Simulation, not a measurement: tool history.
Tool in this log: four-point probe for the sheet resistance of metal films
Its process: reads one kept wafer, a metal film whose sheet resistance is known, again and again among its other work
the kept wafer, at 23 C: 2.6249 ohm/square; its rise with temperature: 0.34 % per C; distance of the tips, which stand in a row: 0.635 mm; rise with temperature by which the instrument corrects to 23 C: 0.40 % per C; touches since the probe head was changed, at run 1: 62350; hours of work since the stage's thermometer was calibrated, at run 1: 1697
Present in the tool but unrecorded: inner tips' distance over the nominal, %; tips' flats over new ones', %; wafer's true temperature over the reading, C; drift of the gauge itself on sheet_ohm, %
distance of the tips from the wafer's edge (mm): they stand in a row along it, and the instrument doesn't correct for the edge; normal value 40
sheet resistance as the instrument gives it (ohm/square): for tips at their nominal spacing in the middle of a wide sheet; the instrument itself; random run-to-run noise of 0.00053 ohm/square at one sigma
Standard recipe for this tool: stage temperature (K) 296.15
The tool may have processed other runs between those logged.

run    hour  stage temperature (K)  distance of the tips from the wafer's edge (mm)  touches since the probe head was changed  hours of work since the stage's thermometer was calibrated  sheet resistance as the instrument gives it (ohm/square)
  1       0                 296.15                                               40                                     62350                                                        1697                                                  2.605752
  2   107.1                 296.15                                               40                                     64963                                                        1745                                                   2.60417
  3   240.1                 296.15                                               40                                     68209                                                        1806                                                  2.604554
  4   353.8                 296.15                                               40                                     70983                                                        1858                                                  2.605075
  5   425.2                 296.15                                               40                                     72725                                                        1890                                                  2.605719
  6     532                 296.15                                               40                                     75332                                                        1939                                                  2.605343
  7   633.4                 307.15                                               40                                     77806                                                        1985                                                  2.588435
  8   739.4                 307.15                                               40                                     80392                                                        2033                                                  2.587147
  9     846                 307.15                                               40                                     82994                                                        2082                                                  2.587281
 10   930.4                 307.15                                               40                                     85052                                                        2120                                                  2.587546
 11  1003.6                 298.15                                               40                                     86839                                                        2154                                                  2.601936
 12  1085.1                 298.15                                               45                                     88828                                                        2191                                                  2.600269
 13  1171.3                 298.15                                               45                                     90932                                                        2230                                                  2.600202
 14  1276.2                 298.15                                               45                                     93492                                                        2278                                                  2.600135
 15  1366.2                 296.15                                                4                                     95686                                                        2319                                                  2.637746
 16  1420.7                 296.15                                               40                                     97017                                                        2343                                                  2.603175
 17  1506.3                 296.15                                               40                                     99105                                                        2382                                                   2.60375
     1515.6  -- stage's thermometer calibrated
 18    1594                 296.15                                               40                                    101232                                                          36                                                  2.607018
 19  1649.1                 296.15                                               40                                    102577                                                          61                                                   2.60697
 20  1761.8                 296.15                                               40                                    105328                                                         112                                                  2.606641
 21  1890.5                 296.15                                               40                                    108467                                                         171                                                  2.606977
 22  1983.5                 296.15                                               40                                    110738                                                         213                                                  2.606823
 23  2096.7                 298.15                                                7                                    113498                                                         264                                                  2.613968
 24  2173.3                 298.15                                                7                                    115369                                                         299                                                  2.613074
     2254.8  -- stage's thermometer calibrated, once more
 25  2264.4                 299.15                                               22                                    117579                                                           4                                                  2.591117
 26    2351                 299.15                                               22                                    119691                                                          44                                                  2.589928
 27  2455.5                 307.15                                               60                                    122241                                                          91                                                  2.577826
 28    2550                 296.15                                                4                                    124548                                                         134                                                  2.628637
 29    2657                 293.15                                                6                                    127160                                                         183                                                  2.614916
 30    2714                 293.15                                               37                                    128550                                                         209                                                  2.598698
 31  2767.4                 294.15                                               41                                    129853                                                         233                                                  2.597678
 32  2876.8                 294.15                                               15                                    132522                                                         283                                                  2.598553
 33  2931.8                 297.15                                                5                                    133864                                                         308                                                  2.614634
 34  3029.5                 295.15                                               32                                    136248                                                         353                                                  2.595522
 35  3153.1                 306.15                                               40                                    139265                                                         409                                                  2.578563
 36  3248.8                 306.15                                               40                                    141599                                                         452                                                   2.57838
 37  3368.8                 306.15                                               40                                    144526                                                         507                                                  2.578483
 38  3481.2                 306.15                                               40                                    147269                                                         558                                                  2.577683
 39  3548.3                 306.15                                               40                                    148906                                                         589                                                  2.577514
 40  3668.3                 304.15                                                4                                    151834                                                         643                                                   2.61437
 41  3736.4                 298.15                                               26                                    153498                                                         674                                                  2.589913
 42  3829.1                 292.15                                               31                                    155758                                                         716                                                  2.598127
 43  3919.8                 308.15                                                4                                    157972                                                         758                                                  2.608909
 44  4004.7                 302.15                                               54                                    160043                                                         796                                                  2.581925

Some steps in sheet resistance as the instrument gives it (ohm/square) between neighbouring runs. How much of each would the tool show without its hidden state too (settings, what came in, random variation), and how much is left for the hidden state, with any gauge scatter that isn't in both results?
Run 14 -> 15: stage temperature (K) 298.15 -> 296.15, distance of the tips from the wafer's edge (mm) 45 -> 4. sheet resistance as the instrument gives it (ohm/square) +0.037611: hidden state -0.000403, all else +0.038014.
Run 17 -> 18: stage's thermometer calibrated. sheet resistance as the instrument gives it (ohm/square) +0.003268: hidden state +0.003727, all else -0.000459.
Run 24 -> 25: stage temperature (K) 298.15 -> 299.15, distance of the tips from the wafer's edge (mm) 7 -> 22, stage's thermometer calibrated, once more. sheet resistance as the instrument gives it (ohm/square) -0.021957: hidden state -0.010694, all else -0.011263.
Run 27 -> 28: stage temperature (K) 307.15 -> 296.15, distance of the tips from the wafer's edge (mm) 60 -> 4. sheet resistance as the instrument gives it (ohm/square) +0.050811: hidden state -0.000738, all else +0.051549.
Run 39 -> 40: stage temperature (K) 306.15 -> 304.15, distance of the tips from the wafer's edge (mm) 40 -> 4. sheet resistance as the instrument gives it (ohm/square) +0.036856: hidden state -0.000636, all else +0.037492.

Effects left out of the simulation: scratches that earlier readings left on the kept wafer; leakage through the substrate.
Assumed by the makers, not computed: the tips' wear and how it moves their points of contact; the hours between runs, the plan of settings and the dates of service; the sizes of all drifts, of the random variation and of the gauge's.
